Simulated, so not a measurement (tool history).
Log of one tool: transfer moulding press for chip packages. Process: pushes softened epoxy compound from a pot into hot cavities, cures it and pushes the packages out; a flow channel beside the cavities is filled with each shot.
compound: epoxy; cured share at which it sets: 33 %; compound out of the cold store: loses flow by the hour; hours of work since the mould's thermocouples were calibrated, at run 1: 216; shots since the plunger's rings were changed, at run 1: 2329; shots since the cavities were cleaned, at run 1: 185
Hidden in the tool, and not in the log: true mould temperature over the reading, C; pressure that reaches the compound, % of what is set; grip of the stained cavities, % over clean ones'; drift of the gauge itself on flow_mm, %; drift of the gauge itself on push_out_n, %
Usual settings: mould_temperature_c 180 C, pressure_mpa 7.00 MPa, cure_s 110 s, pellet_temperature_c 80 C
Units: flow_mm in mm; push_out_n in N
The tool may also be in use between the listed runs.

run     day  mould_temperature_c  pressure_mpa  cure_s  pellet_temperature_c  hours of work since the mould's thermocouples were calibrated  shots since the plunger's rings were changed  shots since the cavities were cleaned  incoming compound's hours out of the cold store  flow_mm  push_out_n
  1   0.000                  180          7.00     110                    80                                                            216                                          2329                                    185                                             19.0      516         573
  2   0.575                  173          7.00     110                    80                                                            222                                          2438                                    294                                             34.6      476         868
  3   1.221                  180          7.00     110                    80                                                            230                                          2561                                    417                                             39.3      446         601
      2.133  -- cavities cleaned with cleaning compound and waxed
  4   2.133                  180          7.00     110                    80                                                            239                                          2722                                      0                                             19.0      504         488
  5   2.742                  180          7.00     110                    80                                                            246                                          2837                                    115                                             12.4      537         551
  6   3.288                  180          7.00     110                    80                                                            253                                          2941                                    219                                             11.3      539         596
  7   3.988                  180          7.00     110                    80                                                            261                                          3074                                    352                                             40.5      447         590
  8   4.433                  180          7.00     110                    80                                                            266                                          3159                                    437                                             22.8      502         627
  9   4.925                  180          7.00     110                    80                                                            271                                          3252                                    530                                             20.7      510         655
      5.250  -- cavities cleaned with cleaning compound and waxed
 10   5.862                  180          7.00     110                    80                                                            281                                          3418                                    115                                             44.3      434         522
 11   6.521                  180          7.00     110                    80                                                            289                                          3544                                    241                                             32.6      463         558
 12   7.079                  180          7.00     110                    80                                                            295                                          3650                                    347                                             16.0      515         610
 13   7.925                  180          7.00     110                    80                                                            305                                          3810                                    507                                             31.6      474         599
      8.367  -- cavities cleaned with cleaning compound and waxed
 14   8.367                  180          7.00     110                    80                                                            310                                          3882                                      0                                              9.9      534         529
 15   9.250                  180          7.00     110                    80                                                            320                                          4050                                    168                                             31.6      467         550
 16   9.629                  180          7.00     110                    85                                                            324                                          4122                                    240                                             44.1      434         552
 17  10.038                  180          7.00     110                    85                                                            329                                          4199                                    317                                             25.1      492         582
 18  10.904                  186          7.00     110                    72                                                            339                                          4364                                    482                                             34.3      457         509
     11.050  -- mould's thermocouples calibrated
 19  11.396                  186          6.40     100                    72                                                              4                                          4442                                    560                                             32.6      438         567
     11.588  -- cavities cleaned with cleaning compound and waxed
 20  12.329                  184          5.78     110                    80                                                             14                                          4607                                    141                                             19.8      443         455
     12.675  -- mould's thermocouples calibrated, once more
 21  13.179                  184          5.78     110                    80                                                              6                                          4753                                    287                                             44.3      388         498
 22  13.675                  178          5.78     110                    81                                                             11                                          4846                                    380                                             26.7      434         691
 23  14.100                  181          5.78     110                    81                                                             16                                          4927                                    461                                             20.2      453         634
     14.800  -- cavities cleaned with cleaning compound and waxed
 24  14.808                  181          5.78     110                    81                                                             24                                          5050                                      2                                             45.2      392         465
 25  15.358                  185          6.96     125                    86                                                             30                                          5154                                    106                                             47.0      419         406
 26  15.950                  185          6.96     125                    73                                                             37                                          5267                                    219                                             17.9      490         428
     16.754  -- plunger's sealing rings changed
 27  16.846                  179          8.46     145                    76                                                             46                                            17                                    369                                             17.1      579         472
 28  17.212                  180          7.00     107                    79                                                             50                                            87                                    439                                             45.5      449         653

3 ways to go on from here, each from the tool as it stands after run 28. What would each give?
  A  17.671                  180          5.23     107                    79                                                             55                                           174                                    526                                             11.5        ?           ?
  B  17.671                  184          7.00     110                    80                                                             55                                           174                                    526                                             35.5        ?           ?
  C  17.671                  176          7.00      92                    80                                                             55                                           174                                    526                                              9.2        ?           ?

run  flow_mm  push_out_n
  A      475         712
  B      474         565
  C      571        1337
Without the tool's hidden state the same runs would have given:
run  flow_mm  push_out_n
  A      476         552
  B      475         433
  C      572        1036
